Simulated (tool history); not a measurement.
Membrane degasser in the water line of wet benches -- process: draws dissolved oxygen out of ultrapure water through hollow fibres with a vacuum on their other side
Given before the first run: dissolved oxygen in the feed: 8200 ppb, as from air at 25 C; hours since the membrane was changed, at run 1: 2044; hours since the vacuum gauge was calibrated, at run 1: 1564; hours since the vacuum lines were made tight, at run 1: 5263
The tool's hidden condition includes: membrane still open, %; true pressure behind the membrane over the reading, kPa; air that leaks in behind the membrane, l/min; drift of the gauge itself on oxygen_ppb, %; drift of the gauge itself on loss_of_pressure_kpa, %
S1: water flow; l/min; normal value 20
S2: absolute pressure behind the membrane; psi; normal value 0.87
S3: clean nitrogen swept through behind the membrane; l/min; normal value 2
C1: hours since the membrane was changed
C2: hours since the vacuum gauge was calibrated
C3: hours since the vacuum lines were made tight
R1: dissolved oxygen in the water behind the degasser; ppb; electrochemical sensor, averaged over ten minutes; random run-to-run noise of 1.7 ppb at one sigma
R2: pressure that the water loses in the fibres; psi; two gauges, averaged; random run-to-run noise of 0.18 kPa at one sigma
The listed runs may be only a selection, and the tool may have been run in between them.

{"run": 1, "hour": 0.0, "S1": 20, "S2": 0.87, "S3": 2, "C1": 2044, "C2": 1564, "C3": 5263, "R1": 176.2, "R2": 4.983}
{"run": 2, "hour": 229.7, "S1": 30, "S2": 0.87, "S3": 2, "C1": 2273, "C2": 1794, "C3": 5493, "R1": 286.4, "R2": 7.458}
{"run": 3, "hour": 445.3, "S1": 20, "S2": 0.87, "S3": 2, "C1": 2489, "C2": 2010, "C3": 5709, "R1": 177.8, "R2": 4.947}
{"run": 4, "hour": 558.0, "S1": 20, "S2": 0.87, "S3": 2, "C1": 2602, "C2": 2122, "C3": 5821, "R1": 180.3, "R2": 4.975}
{"run": 5, "hour": 793.7, "S1": 20, "S2": 0.87, "S3": 2, "C1": 2837, "C2": 2358, "C3": 6057, "R1": 177.6, "R2": 4.953}
{"run": 6, "hour": 1027.1, "S1": 20, "S2": 0.87, "S3": 2, "C1": 3071, "C2": 2591, "C3": 6290, "R1": 178.3, "R2": 4.928}
{"run": 7, "hour": 1258.8, "S1": 20, "S2": 0.87, "S3": 2, "C1": 3303, "C2": 2823, "C3": 6522, "R1": 175.5, "R2": 4.962}
{"run": 8, "hour": 1508.7, "S1": 20, "S2": 0.87, "S3": 2, "C1": 3552, "C2": 3073, "C3": 6772, "R1": 177.2, "R2": 5.03}
{"run": 9, "hour": 1638.5, "S1": 20, "S2": 0.87, "S3": 2, "C1": 3682, "C2": 3203, "C3": 6902, "R1": 176.7, "R2": 5.011}
{"run": 10, "hour": 1825.3, "S1": 20, "S2": 0.87, "S3": 2, "C1": 3869, "C2": 3390, "C3": 7089, "R1": 183, "R2": 4.994}
{"run": 11, "hour": 2008.8, "S1": 20, "S2": 0.87, "S3": 0.82, "C1": 4053, "C2": 3573, "C3": 7272, "R1": 261.2, "R2": 4.963}
{"run": 12, "hour": 2128.3, "S1": 20, "S2": 0.87, "S3": 0.82, "C1": 4172, "C2": 3693, "C3": 7392, "R1": 260.7, "R2": 5.004}
{"run": 13, "hour": 2245.4, "S1": 20, "S2": 0.87, "S3": 0.82, "C1": 4289, "C2": 3810, "C3": 7509, "R1": 260.5, "R2": 4.998}
{"run": 14, "hour": 2413.4, "S1": 20, "S2": 0.87, "S3": 2, "C1": 4457, "C2": 3978, "C3": 7677, "R1": 180.8, "R2": 4.947}
{"run": 15, "hour": 2665.9, "S1": 20, "S2": 0.87, "S3": 2, "C1": 4710, "C2": 4230, "C3": 7929, "R1": 177.4, "R2": 4.988}
{"run": 16, "hour": 2801.6, "S1": 20, "S2": 0.87, "S3": 2, "C1": 4845, "C2": 4366, "C3": 8065, "R1": 183.3, "R2": 5.015}
{"run": 17, "hour": 3010.1, "S1": 20, "S2": 0.87, "S3": 2, "C1": 5054, "C2": 4574, "C3": 8273, "R1": 182.9, "R2": 4.998}
{"run": 18, "hour": 3210.1, "S1": 18, "S2": 1.951, "S3": 3.21, "C1": 5254, "C2": 4774, "C3": 8473, "R1": 233.9, "R2": 4.499}
{"run": 19, "hour": 3370.7, "S1": 23, "S2": 0.917, "S3": 4.15, "C1": 5414, "C2": 4935, "C3": 8634, "R1": 183.2, "R2": 5.713}
{"run": 20, "hour": 3527.7, "S1": 23, "S2": 0.917, "S3": 2.34, "C1": 5571, "C2": 5092, "C3": 8791, "R1": 214, "R2": 5.791}
{"run": 21, "hour": 3641.9, "S1": 28, "S2": 0.87, "S3": 2, "C1": 5686, "C2": 5206, "C3": 8905, "R1": 272.1, "R2": 7.018}
{"run": 22, "hour": 3787.0, "S1": 28, "S2": 0.87, "S3": 2, "C1": 5831, "C2": 5351, "C3": 9050, "R1": 271.5, "R2": 7.005}
{"run": 23, "hour": 4043.6, "S1": 32, "S2": 1.783, "S3": 5.22, "C1": 6087, "C2": 5608, "C3": 9307, "R1": 347.7, "R2": 8.005}
{"run": 24, "hour": 4277.3, "S1": 14, "S2": 0.87, "S3": 2.27, "C1": 6321, "C2": 5842, "C3": 9541, "R1": 112.4, "R2": 3.519}
{"run": 25, "hour": 4397.9, "S1": 14, "S2": 0.542, "S3": 1.67, "C1": 6442, "C2": 5962, "C3": 9661, "R1": 81.8, "R2": 3.49}
{"hour": 4564.1, "done": "vacuum gauge calibrated"}
{"run": 26, "hour": 4631.6, "S1": 20, "S2": 0.879, "S3": 2, "C1": 6675, "C2": 67, "C3": 9894, "R1": 185.3, "R2": 5.042}
{"run": 27, "hour": 4786.9, "S1": 20, "S2": 0.879, "S3": 2, "C1": 6830, "C2": 223, "C3": 10050, "R1": 186.8, "R2": 5.03}
{"run": 28, "hour": 4897.5, "S1": 29, "S2": 0.879, "S3": 2, "C1": 6941, "C2": 333, "C3": 10160, "R1": 290.9, "R2": 7.29}
{"run": 29, "hour": 5144.2, "S1": 29, "S2": 0.879, "S3": 1.82, "C1": 7187, "C2": 580, "C3": 10407, "R1": 294.5, "R2": 7.323}
{"run": 30, "hour": 5366.5, "S1": 29, "S2": 0.879, "S3": 1.82, "C1": 7410, "C2": 802, "C3": 10629, "R1": 294.5, "R2": 7.31}

Forecast run 31:
{"hour": 5473.7, "done": "seals of the vacuum lines changed"}
{"run": 31, "hour": 5622.8, "S1": 20, "S2": 0.586, "S3": 2.76, "C1": 7664, "C2": 1057, "C3": 149, "R1": "?", "R2": "?"}

{"run 31": {"R1": 136, "R2": 5.056}}
If the tool had no hidden condition, the same run with the same run-to-run variation would have returned R1 122.8 ppb, R2 4.931 psi.

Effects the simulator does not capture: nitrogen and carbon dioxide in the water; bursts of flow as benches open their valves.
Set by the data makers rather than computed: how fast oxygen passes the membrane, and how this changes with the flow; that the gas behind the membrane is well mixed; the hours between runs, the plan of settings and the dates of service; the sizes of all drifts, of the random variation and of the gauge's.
